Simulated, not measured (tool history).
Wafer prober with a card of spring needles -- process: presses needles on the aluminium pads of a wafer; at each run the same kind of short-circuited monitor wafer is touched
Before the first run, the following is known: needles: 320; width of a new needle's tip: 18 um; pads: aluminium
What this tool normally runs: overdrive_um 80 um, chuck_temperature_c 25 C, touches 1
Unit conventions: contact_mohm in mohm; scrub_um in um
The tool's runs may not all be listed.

run 1 hour=0 | overdrive_um=80 chuck_temperature_c=25 touches=1 | contact_mohm=201 scrub_um=12
-- hour=5.3 tips cleaned on abrasive film
-- hour=18.3 tips cleaned on abrasive film
-- hour=31.4 tips cleaned on abrasive film
-- hour=44.5 tips cleaned on abrasive film
-- hour=57.5 tips cleaned on abrasive film
run 2 hour=64.1 | overdrive_um=80 chuck_temperature_c=25 touches=1 | contact_mohm=200 scrub_um=11.98
-- hour=69.3 tips cleaned on abrasive film
-- hour=82.4 tips cleaned on abrasive film
-- hour=92.9 tips cleaned on abrasive film
-- hour=105.9 tips cleaned on abrasive film
-- hour=116.4 tips cleaned on abrasive film
-- hour=129.5 tips cleaned on abrasive film
-- hour=142.5 tips cleaned on abrasive film
run 3 hour=142.9 | overdrive_um=80 chuck_temperature_c=25 touches=3 | contact_mohm=203 scrub_um=11.97
-- hour=145.8 height of the first contact set anew
-- hour=153.7 tips cleaned on abrasive film
-- hour=164.1 tips cleaned on abrasive film
-- hour=177.2 tips cleaned on abrasive film
-- hour=187.7 tips cleaned on abrasive film
-- hour=199.9 tips cleaned on abrasive film
run 4 hour=199.9 | overdrive_um=83 chuck_temperature_c=25 touches=1 | contact_mohm=201 scrub_um=12.35
-- hour=212.9 tips cleaned on abrasive film
-- hour=226 tips cleaned on abrasive film
-- hour=236.5 tips cleaned on abrasive film
-- hour=249.5 tips cleaned on abrasive film
-- hour=262.6 tips cleaned on abrasive film
-- hour=275.7 tips cleaned on abrasive film
run 5 hour=285.3 | overdrive_um=80 chuck_temperature_c=25 touches=1 | contact_mohm=205 scrub_um=12.05
-- hour=288 tips cleaned on abrasive film
-- hour=301.1 tips cleaned on abrasive film
-- hour=314.2 tips cleaned on abrasive film
-- hour=324.6 tips cleaned on abrasive film
-- hour=337.7 tips cleaned on abrasive film
-- hour=348.2 tips cleaned on abrasive film
run 6 hour=350.9 | overdrive_um=80 chuck_temperature_c=27 touches=1 | contact_mohm=201 scrub_um=11.93
-- hour=358.8 tips cleaned on abrasive film
-- hour=369.2 tips cleaned on abrasive film
-- hour=382.3 tips cleaned on abrasive film
-- hour=392.8 tips cleaned on abrasive film
run 7 hour=397.5 | overdrive_um=80 chuck_temperature_c=27 touches=1 | contact_mohm=201 scrub_um=11.87
-- hour=405.4 tips cleaned on abrasive film
-- hour=415.9 tips cleaned on abrasive film
-- hour=428.9 tips cleaned on abrasive film
-- hour=442 tips cleaned on abrasive film
run 8 hour=448.5 | overdrive_um=80 chuck_temperature_c=25 touches=3 | contact_mohm=200 scrub_um=11.93
-- hour=453.8 tips cleaned on abrasive film
-- hour=464.2 tips cleaned on abrasive film
-- hour=477.3 tips cleaned on abrasive film
-- hour=490.4 tips cleaned on abrasive film
-- hour=503.4 tips cleaned on abrasive film
-- hour=516.5 tips cleaned on abrasive film
run 9 hour=518.5 | overdrive_um=80 chuck_temperature_c=25 touches=3 | contact_mohm=204 scrub_um=11.84
-- hour=529 tips cleaned on abrasive film
-- hour=542.1 tips cleaned on abrasive film
-- hour=555.1 tips cleaned on abrasive film
-- hour=568.2 tips cleaned on abrasive film
-- hour=581.2 tips cleaned on abrasive film
-- hour=589.3 height of the first contact set anew
-- hour=593.8 tips cleaned on abrasive film
run 10 hour=593.8 | overdrive_um=80 chuck_temperature_c=25 touches=3 | contact_mohm=202 scrub_um=11.88
-- hour=604.3 tips cleaned on abrasive film
-- hour=617.4 tips cleaned on abrasive film
-- hour=630.4 tips cleaned on abrasive film
-- hour=640.9 tips cleaned on abrasive film
-- hour=654 tips cleaned on abrasive film
-- hour=667 tips cleaned on abrasive film
run 11 hour=672.4 | overdrive_um=80 chuck_temperature_c=25 touches=3 | contact_mohm=204 scrub_um=11.79
-- hour=677.6 tips cleaned on abrasive film
-- hour=688 tips cleaned on abrasive film
-- hour=701.1 tips cleaned on abrasive film
-- hour=714.2 tips cleaned on abrasive film
-- hour=727.2 tips cleaned on abrasive film
-- hour=740.3 tips cleaned on abrasive film
run 12 hour=748.3 | overdrive_um=68 chuck_temperature_c=112 touches=1 | contact_mohm=225 scrub_um=10.08
-- hour=751 tips cleaned on abrasive film
-- hour=761.5 tips cleaned on abrasive film
-- hour=772 tips cleaned on abrasive film
-- hour=785 tips cleaned on abrasive film
-- hour=795.5 tips cleaned on abrasive film
run 13 hour=803.2 | overdrive_um=98 chuck_temperature_c=26 touches=1 | contact_mohm=199 scrub_um=14.48
-- hour=808.5 tips cleaned on abrasive film
-- hour=818.9 tips cleaned on abrasive film
-- hour=829.4 tips cleaned on abrasive film
-- hour=842.5 tips cleaned on abrasive film
-- hour=854 tips cleaned on abrasive film
run 14 hour=854 | overdrive_um=98 chuck_temperature_c=26 touches=2 | contact_mohm=198 scrub_um=14.49
-- hour=867 tips cleaned on abrasive film
-- hour=877.5 tips cleaned on abrasive film
-- hour=888 tips cleaned on abrasive film
-- hour=901 tips cleaned on abrasive film
-- hour=912.8 tips cleaned on abrasive film
run 15 hour=912.8 | overdrive_um=98 chuck_temperature_c=40 touches=1 | contact_mohm=202 scrub_um=14.44
-- hour=925.9 tips cleaned on abrasive film
-- hour=938.9 tips cleaned on abrasive film
-- hour=949.4 tips cleaned on abrasive film
-- hour=962.5 tips cleaned on abrasive film
-- hour=972.9 tips cleaned on abrasive film
run 16 hour=973.1 | overdrive_um=91 chuck_temperature_c=35 touches=1 | contact_mohm=198 scrub_um=13.53
-- hour=983.6 tips cleaned on abrasive film
-- hour=994.1 tips cleaned on abrasive film
-- hour=1007.1 tips cleaned on abrasive film
run 17 hour=1012.3 | overdrive_um=75 chuck_temperature_c=77 touches=3 | contact_mohm=214 scrub_um=11.08
-- hour=1020.2 tips cleaned on abrasive film
-- hour=1030.6 tips cleaned on abrasive film
-- hour=1033.5 height of the first contact set anew
-- hour=1041.4 tips cleaned on abrasive film
-- hour=1051.9 tips cleaned on abrasive film
-- hour=1064.9 tips cleaned on abrasive film
-- hour=1078 tips cleaned on abrasive film
-- hour=1090.8 tips cleaned on abrasive film
run 18 hour=1090.8 | overdrive_um=62 chuck_temperature_c=42 touches=3 | contact_mohm=210 scrub_um=9.2
-- hour=1103.8 tips cleaned on abrasive film
-- hour=1116.9 tips cleaned on abrasive film
-- hour=1129.9 tips cleaned on abrasive film
run 19 hour=1136.2 | overdrive_um=64 chuck_temperature_c=25 touches=3 | contact_mohm=205 scrub_um=9.4
-- hour=1141.5 tips cleaned on abrasive film
-- hour=1152 tips cleaned on abrasive film
-- hour=1165.1 tips cleaned on abrasive film
-- hour=1175.5 tips cleaned on abrasive film
run 20 hour=1178.3 | overdrive_um=64 chuck_temperature_c=73 touches=3 | contact_mohm=216 scrub_um=9.42
-- hour=1186.2 tips cleaned on abrasive film
-- hour=1199.2 tips cleaned on abrasive film
-- hour=1212.3 tips cleaned on abrasive film
-- hour=1222.8 tips cleaned on abrasive film
-- hour=1235.5 tips cleaned on abrasive film
run 21 hour=1235.5 | overdrive_um=80 chuck_temperature_c=38 touches=1 | contact_mohm=204 scrub_um=11.83
-- hour=1246 tips cleaned on abrasive film
-- hour=1259 tips cleaned on abrasive film
-- hour=1269.5 tips cleaned on abrasive film
-- hour=1282.6 tips cleaned on abrasive film
-- hour=1293 tips cleaned on abrasive film
-- hour=1303.5 tips cleaned on abrasive film
run 22 hour=1304.4 | overdrive_um=75 chuck_temperature_c=99 touches=1 | contact_mohm=223 scrub_um=11.07

4 ways to go on from here, each from the tool as it stands after run 22. What would each give?
-- hour=1314.9 tips cleaned on abrasive film
-- hour=1325.3 tips cleaned on abrasive film
-- hour=1338.4 tips cleaned on abrasive film
-- hour=1348.8 tips cleaned on abrasive film
-- hour=1361.9 tips cleaned on abrasive film
-- hour=1375 tips cleaned on abrasive film
run A hour=1375.1 | overdrive_um=75 chuck_temperature_c=55 touches=2 | contact_mohm=? scrub_um=?
-- hour=1314.9 tips cleaned on abrasive film
-- hour=1325.3 tips cleaned on abrasive film
-- hour=1338.4 tips cleaned on abrasive film
-- hour=1348.8 tips cleaned on abrasive film
-- hour=1361.9 tips cleaned on abrasive film
-- hour=1375 tips cleaned on abrasive film
run B hour=1375.1 | overdrive_um=75 chuck_temperature_c=41 touches=1 | contact_mohm=? scrub_um=?
-- hour=1314.9 tips cleaned on abrasive film
-- hour=1325.3 tips cleaned on abrasive film
-- hour=1338.4 tips cleaned on abrasive film
-- hour=1348.8 tips cleaned on abrasive film
-- hour=1361.9 tips cleaned on abrasive film
-- hour=1375 tips cleaned on abrasive film
run C hour=1375.1 | overdrive_um=78 chuck_temperature_c=32 touches=2 | contact_mohm=? scrub_um=?
-- hour=1314.9 tips cleaned on abrasive film
-- hour=1325.3 tips cleaned on abrasive film
-- hour=1338.4 tips cleaned on abrasive film
-- hour=1348.8 tips cleaned on abrasive film
-- hour=1361.9 tips cleaned on abrasive film
-- hour=1375 tips cleaned on abrasive film
run D hour=1375.1 | overdrive_um=87 chuck_temperature_c=99 touches=1 | contact_mohm=? scrub_um=?

run=A contact_mohm=212 scrub_um=11
run=B contact_mohm=207 scrub_um=11
run=C contact_mohm=204 scrub_um=11.43
run=D contact_mohm=215 scrub_um=12.69
Take away the tool's hidden state, keep each run's random variation, and the runs would have read:
run=A contact_mohm=212 scrub_um=11.22
run=B contact_mohm=206 scrub_um=11.22
run=C contact_mohm=204 scrub_um=11.66
run=D contact_mohm=214 scrub_um=12.95
